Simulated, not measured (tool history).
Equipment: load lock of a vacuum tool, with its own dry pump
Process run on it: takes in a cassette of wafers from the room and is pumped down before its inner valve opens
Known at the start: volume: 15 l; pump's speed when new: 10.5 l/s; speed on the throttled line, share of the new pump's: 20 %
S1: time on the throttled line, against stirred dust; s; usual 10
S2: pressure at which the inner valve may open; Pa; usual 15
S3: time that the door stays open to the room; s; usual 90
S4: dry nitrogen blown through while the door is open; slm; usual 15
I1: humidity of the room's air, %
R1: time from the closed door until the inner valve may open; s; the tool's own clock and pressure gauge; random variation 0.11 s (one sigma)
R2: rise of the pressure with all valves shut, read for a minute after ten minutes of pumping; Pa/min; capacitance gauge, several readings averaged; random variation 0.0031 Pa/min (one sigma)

{"run": 1, "hour": 0.0, "S1": 10, "S2": 15, "S3": 90, "S4": 15, "I1": 42.4, "R1": 21.9, "R2": 0.158}
{"run": 2, "hour": 144.2, "S1": 10, "S2": 15, "S3": 90, "S4": 15, "I1": 48.2, "R1": 21.8, "R2": 0.168}
{"run": 3, "hour": 300.1, "S1": 7, "S2": 15, "S3": 90, "S4": 15, "I1": 43.3, "R1": 19.6, "R2": 0.161}
{"run": 4, "hour": 416.2, "S1": 10, "S2": 15, "S3": 90, "S4": 15, "I1": 46.1, "R1": 21.9, "R2": 0.169}
{"run": 5, "hour": 571.0, "S1": 10, "S2": 15, "S3": 90, "S4": 15, "I1": 44.8, "R1": 21.8, "R2": 0.159}
{"run": 6, "hour": 739.8, "S1": 10, "S2": 15, "S3": 90, "S4": 15, "I1": 41.9, "R1": 22.0, "R2": 0.165}
{"run": 7, "hour": 863.2, "S1": 10, "S2": 15, "S3": 90, "S4": 15, "I1": 41.4, "R1": 22.0, "R2": 0.163}
{"run": 8, "hour": 986.3, "S1": 10, "S2": 15, "S3": 90, "S4": 15, "I1": 43.4, "R1": 22.0, "R2": 0.173}
{"run": 9, "hour": 1095.3, "S1": 10, "S2": 15, "S3": 90, "S4": 15, "I1": 44.1, "R1": 21.9, "R2": 0.167}
{"run": 10, "hour": 1237.6, "S1": 10, "S2": 15, "S3": 90, "S4": 15, "I1": 43.8, "R1": 21.9, "R2": 0.178}
{"run": 11, "hour": 1342.6, "S1": 10, "S2": 15, "S3": 90, "S4": 7, "I1": 45.6, "R1": 22.0, "R2": 0.197}
{"run": 12, "hour": 1452.8, "S1": 10, "S2": 15, "S3": 90, "S4": 7, "I1": 45.7, "R1": 22.0, "R2": 0.201}
{"run": 13, "hour": 1621.8, "S1": 17, "S2": 15, "S3": 90, "S4": 7, "I1": 43.2, "R1": 27.3, "R2": 0.197}
{"run": 14, "hour": 1792.2, "S1": 17, "S2": 15, "S3": 90, "S4": 7, "I1": 47.8, "R1": 27.5, "R2": 0.214}
{"run": 15, "hour": 1885.5, "S1": 17, "S2": 15, "S3": 90, "S4": 7, "I1": 45.3, "R1": 27.6, "R2": 0.201}
{"run": 16, "hour": 2052.6, "S1": 17, "S2": 15, "S3": 90, "S4": 7, "I1": 45.9, "R1": 27.7, "R2": 0.212}
{"run": 17, "hour": 2181.0, "S1": 17, "S2": 15, "S3": 90, "S4": 7, "I1": 43.3, "R1": 27.6, "R2": 0.21}
{"run": 18, "hour": 2263.1, "S1": 17, "S2": 15, "S3": 90, "S4": 7, "I1": 49.0, "R1": 27.6, "R2": 0.224}
{"run": 19, "hour": 2360.6, "S1": 17, "S2": 15, "S3": 90, "S4": 7, "I1": 42.1, "R1": 27.5, "R2": 0.208}
{"run": 20, "hour": 2478.6, "S1": 17, "S2": 15, "S3": 90, "S4": 7, "I1": 44.5, "R1": 27.7, "R2": 0.217}
{"run": 21, "hour": 2627.1, "S1": 17, "S2": 15, "S3": 90, "S4": 7, "I1": 42.8, "R1": 26.4, "R2": 0.211}
{"run": 22, "hour": 2743.7, "S1": 7, "S2": 25, "S3": 145, "S4": 9, "I1": 44.4, "R1": 17.4, "R2": 0.234}
{"run": 23, "hour": 2909.6, "S1": 10, "S2": 11, "S3": 90, "S4": 15, "I1": 43.9, "R1": 21.3, "R2": 0.205}
{"run": 24, "hour": 3000.0, "S1": 14, "S2": 15, "S3": 39, "S4": 6, "I1": 45.7, "R1": 23.9, "R2": 0.194}
{"run": 25, "hour": 3089.4, "S1": 14, "S2": 15, "S3": 39, "S4": 6, "I1": 45.1, "R1": 24.1, "R2": 0.197}
{"run": 26, "hour": 3221.7, "S1": 14, "S2": 15, "S3": 39, "S4": 6, "I1": 44.1, "R1": 23.8, "R2": 0.207}
{"run": 27, "hour": 3357.3, "S1": 14, "S2": 15, "S3": 39, "S4": 6, "I1": 43.0, "R1": 23.9, "R2": 0.201}
{"run": 28, "hour": 3458.5, "S1": 16, "S2": 24, "S3": 106, "S4": 39, "I1": 43.8, "R1": 25.1, "R2": 0.19}
{"run": 29, "hour": 3572.3, "S1": 16, "S2": 16, "S3": 28, "S4": 7, "I1": 47.0, "R1": 25.6, "R2": 0.202}
{"run": 30, "hour": 3721.0, "S1": 16, "S2": 16, "S3": 28, "S4": 7, "I1": 45.2, "R1": 25.5, "R2": 0.2}
{"run": 31, "hour": 3880.2, "S1": 6, "S2": 15, "S3": 116, "S4": 15, "I1": 45.0, "R1": 17.9, "R2": 0.234}
{"run": 32, "hour": 4003.6, "S1": 10, "S2": 15, "S3": 43, "S4": 6, "I1": 42.4, "R1": 20.9, "R2": 0.219}
{"run": 33, "hour": 4144.9, "S1": 14, "S2": 11, "S3": 33, "S4": 14, "I1": 47.2, "R1": 24.6, "R2": 0.208}
{"run": 34, "hour": 4278.5, "S1": 10, "S2": 11, "S3": 205, "S4": 8, "I1": 41.5, "R1": 21.3, "R2": 0.268}
{"run": 35, "hour": 4427.8, "S1": 10, "S2": 15, "S3": 58, "S4": 15, "I1": 46.3, "R1": 20.9, "R2": 0.223}
{"run": 36, "hour": 4535.6, "S1": 14, "S2": 27, "S3": 78, "S4": 15, "I1": 41.9, "R1": 23.2, "R2": 0.236}

The log once held 1 entry between its listed runs, left out of this copy. Where does each go, and what is different about the tool's unlogged condition between the listed run before it and the listed run after it?
Logged between run 20 and run 21: dry pump taken out, an overhauled one fitted (hour 2501.2)
  pump's speed, % of a new pump's: 88 -> 99.9; leak at the door's seal, Pa l/s: 0.0274 -> 0.028
  difference, measured minus the result without the unlogged condition, R1: +1.3 -> +0.0 s; R2: +0.103 -> +0.105 Pa/min
